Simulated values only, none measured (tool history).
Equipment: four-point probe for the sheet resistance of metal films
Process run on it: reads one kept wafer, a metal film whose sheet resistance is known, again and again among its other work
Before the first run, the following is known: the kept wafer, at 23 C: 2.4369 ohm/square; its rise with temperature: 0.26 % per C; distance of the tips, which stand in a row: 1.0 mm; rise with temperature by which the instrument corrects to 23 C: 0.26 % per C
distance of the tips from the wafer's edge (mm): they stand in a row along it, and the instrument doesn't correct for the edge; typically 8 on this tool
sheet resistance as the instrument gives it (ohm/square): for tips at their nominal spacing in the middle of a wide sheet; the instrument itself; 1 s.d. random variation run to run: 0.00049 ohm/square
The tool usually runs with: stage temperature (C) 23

run	hour	stage temperature (C)	distance of the tips from the wafer's edge (mm)	sheet resistance as the instrument gives it (ohm/square)
1	0.0	23	8	2.462698
2	45.7	34	8	2.462364
3	70.2	31	8	2.463010
# hour 83.4: stage's thermometer calibrated
4	109.0	31	8	2.461889
5	133.9	31	8	2.462590
6	158.5	23	58	2.442879
7	184.2	23	15	2.448820
8	230.5	23	15	2.448552
9	257.8	26	15	2.448913
10	294.4	26	15	2.449309
# hour 324.5: stage's thermometer calibrated, once more
11	334.1	33	17	2.450605
# hour 366.4: new probe head fitted
12	382.0	20	11	2.459358
13	406.7	20	11	2.459274
14	449.6	23	4	2.528262
15	485.8	27	7	2.474420
16	524.6	27	7	2.474838

Had the tool no unlogged condition, and each run kept its random variation, what would the results have been?
The hidden state here: inner tips' distance over the nominal, %; tips' flats over new ones', %; wafer's true temperature over the reading, C; drift of the gauge itself on sheet_ohm, %.
run	sheet resistance as the instrument gives it (ohm/square)
1	2.457352
2	2.456609
3	2.457074
4	2.456112
5	2.456608
6	2.436826
7	2.442545
8	2.441928
9	2.442052
10	2.442178
11	2.440058
12	2.448620
13	2.448346
14	2.516750
15	2.462861
16	2.462990
